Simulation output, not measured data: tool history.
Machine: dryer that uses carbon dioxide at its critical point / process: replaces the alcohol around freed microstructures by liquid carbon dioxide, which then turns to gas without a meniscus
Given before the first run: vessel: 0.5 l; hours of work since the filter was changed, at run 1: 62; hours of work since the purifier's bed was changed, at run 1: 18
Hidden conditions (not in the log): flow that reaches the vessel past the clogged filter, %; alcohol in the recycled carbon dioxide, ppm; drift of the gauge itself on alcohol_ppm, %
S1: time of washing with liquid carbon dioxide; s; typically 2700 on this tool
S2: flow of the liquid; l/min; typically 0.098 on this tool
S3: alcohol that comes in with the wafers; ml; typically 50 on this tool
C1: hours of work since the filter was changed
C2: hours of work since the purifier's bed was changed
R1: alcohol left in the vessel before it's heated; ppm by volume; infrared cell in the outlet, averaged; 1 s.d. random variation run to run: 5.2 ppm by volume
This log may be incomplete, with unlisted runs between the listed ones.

Run 1, hour 0: usual settings; C1 62; C2 18. Result: R1 130 ppm by volume.
Run 2, hour 16.9: usual settings; C1 74; C2 30. Result: R1 133 ppm by volume.
Run 3, hour 28.3: usual settings; C1 83; C2 38. Result: R1 149 ppm by volume.
Run 4, hour 48: usual settings but S1 3900 s; C1 97; C2 53. Result: R1 22 ppm by volume.
Run 5, hour 63: usual settings but S1 3900 s; C1 108; C2 63. Result: R1 25 ppm by volume.
Run 6, hour 76: usual settings but S1 3900 s; C1 117; C2 73. Result: R1 18 ppm by volume.
Run 7, hour 93.1: usual settings but S2 0.1098 l/min; C1 129; C2 85. Result: R1 99 ppm by volume.
Run 8, hour 111.4: usual settings but S2 0.1098 l/min; C1 143; C2 98. Result: R1 105 ppm by volume.
Run 9, hour 128.4: usual settings but S3 28 ml; C1 155; C2 111. Result: R1 122 ppm by volume.
Run 10, hour 147.6: usual settings but S3 28 ml; C1 169; C2 125. Result: R1 135 ppm by volume.
Run 11, hour 165.8: usual settings but S3 28 ml; C1 182; C2 138. Result: R1 136 ppm by volume.
Run 12, hour 181.3: usual settings but S1 2100 s, S3 28 ml; C1 193; C2 149. Result: R1 496 ppm by volume.
At hour 188.8: inlet filter changed.
Run 13, hour 201.2: usual settings but S1 2100 s, S3 28 ml; C1 9; C2 162. Result: R1 294 ppm by volume.
Run 14, hour 210: usual settings but S1 2100 s, S3 28 ml; C1 15; C2 169. Result: R1 300 ppm by volume.
Run 15, hour 224.9: usual settings but S1 1680 s, S2 0.0982 l/min, S3 26 ml; C1 26; C2 180. Result: R1 773 ppm by volume.
Run 16, hour 241.9: usual settings but S2 0.0605 l/min, S3 61 ml; C1 38; C2 192. Result: R1 1761 ppm by volume.
Run 17, hour 260.3: usual settings but S2 0.1638 l/min, S3 36 ml; C1 52; C2 205. Result: R1 44 ppm by volume.
Run 18, hour 268.9: usual settings but S1 4140 s, S2 0.0835 l/min, S3 34 ml; C1 58; C2 211. Result: R1 60 ppm by volume.
Run 19, hour 283.3: usual settings but S3 94 ml; C1 68; C2 222. Result: R1 265 ppm by volume.
Run 20, hour 293.9: usual settings but S1 2040 s, S2 0.1585 l/min, S3 99 ml; C1 76; C2 229. Result: R1 108 ppm by volume.
Run 21, hour 304.8: usual settings but S1 2520 s, S2 0.1585 l/min, S3 99 ml; C1 84; C2 237. Result: R1 43 ppm by volume.
Run 22, hour 320.3: usual settings but S1 2520 s, S2 0.1585 l/min, S3 99 ml; C1 95; C2 248. Result: R1 45 ppm by volume.
Run 23, hour 331.9: usual settings but S1 2520 s, S2 0.1563 l/min, S3 99 ml; C1 103; C2 257. Result: R1 66 ppm by volume.
Run 24, hour 341.7: usual settings but S1 1740 s, S2 0.1009 l/min, S3 72 ml; C1 110; C2 264. Result: R1 2005 ppm by volume.
Run 25, hour 355.9: usual settings but S1 1740 s, S2 0.1009 l/min, S3 72 ml; C1 121; C2 274. Result: R1 2113 ppm by volume.
Run 26, hour 367: usual settings but S1 1740 s, S2 0.1009 l/min, S3 72 ml; C1 129; C2 282. Result: R1 2137 ppm by volume.
Run 27, hour 383: usual settings but S2 0.0883 l/min, S3 45 ml; C1 140; C2 294. Result: R1 341 ppm by volume.
Run 28, hour 401.7: usual settings but S1 3300 s, S3 37 ml; C1 154; C2 307. Result: R1 94 ppm by volume.

3 ways to go on from here, each from the tool as it stands after run 28. What would each give?
Run A, hour 419.5: usual settings but S1 2880 s, S2 0.1131 l/min, S3 87 ml; C1 167; C2 320. Result: R1 ?.
Run B, hour 419.5: usual settings but S2 0.0805 l/min, S3 112 ml; C1 167; C2 320. Result: R1 ?.
Run C, hour 419.5: usual settings but S1 1860 s, S3 37 ml; C1 167; C2 320. Result: R1 ?.

run    R1
  A   125
  B  1349
  C  1095
With the hidden condition removed and each run's random variation left untouched, the same runs would have given:
run   R1
  A   30
  B  730
  C  645
